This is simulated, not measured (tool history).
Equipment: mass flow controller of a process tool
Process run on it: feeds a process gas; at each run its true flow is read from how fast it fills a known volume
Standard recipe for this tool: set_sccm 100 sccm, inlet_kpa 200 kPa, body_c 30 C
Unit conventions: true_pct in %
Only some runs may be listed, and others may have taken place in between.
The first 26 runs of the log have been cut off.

run,hour,set_sccm,inlet_kpa,body_c,hours of work since the controller was set to zero,hours of work since the controller was changed,true_pct
27,8159.3,20,211,31,1214,10059,102.66
28,8500.9,195,200,36,1424,10268,101.67
29,8807.8,37,154,20,1612,10457,102.93
30,9305.9,30,217,32,1918,10762,102.81
31,9536.2,30,249,37,2059,10904,102.71
32,10039.8,30,249,37,2368,11213,103.07
33,10466.9,30,249,37,2630,11475,103.31
34,10733.5,30,249,37,2794,11638,103.60
35,11084.5,44,158,30,3009,11854,103.00
36,11443.6,52,220,27,3229,12074,103.57
37,11691.8,123,148,27,3382,12226,102.66
38,12041.6,91,268,39,3596,12441,102.44
39,12500.5,91,170,28,3878,12723,103.03
40,12872.4,91,170,28,4106,12951,103.14
# hour 12984.3: controller exchanged for a calibrated one
41,13137.4,91,170,28,94,94,98.76
42,13491.6,91,170,28,311,311,98.96
43,13993.4,134,200,30,619,619,99.33
44,14473.4,134,207,30,914,914,99.74
45,14959.7,91,200,27,1212,1212,99.76
46,15411.5,103,164,26,1489,1489,99.87
47,15651.9,103,164,26,1637,1637,99.94
48,16158.4,103,164,26,1948,1948,100.20
49,16492.2,57,207,26,2152,2152,100.66

Here are 3 independent what-if runs from the current tool condition. What would each one return?
A,16845.4,139,207,26,2369,2369,?
B,16845.4,57,180,32,2369,2369,?
C,16845.4,35,235,27,2369,2369,?

run,true_pct
A,100.79
B,99.89
C,101.51
Stripped of hidden state, with their random variation kept, the same runs would have yielded:
run,true_pct
A,99.53
B,97.94
C,98.82
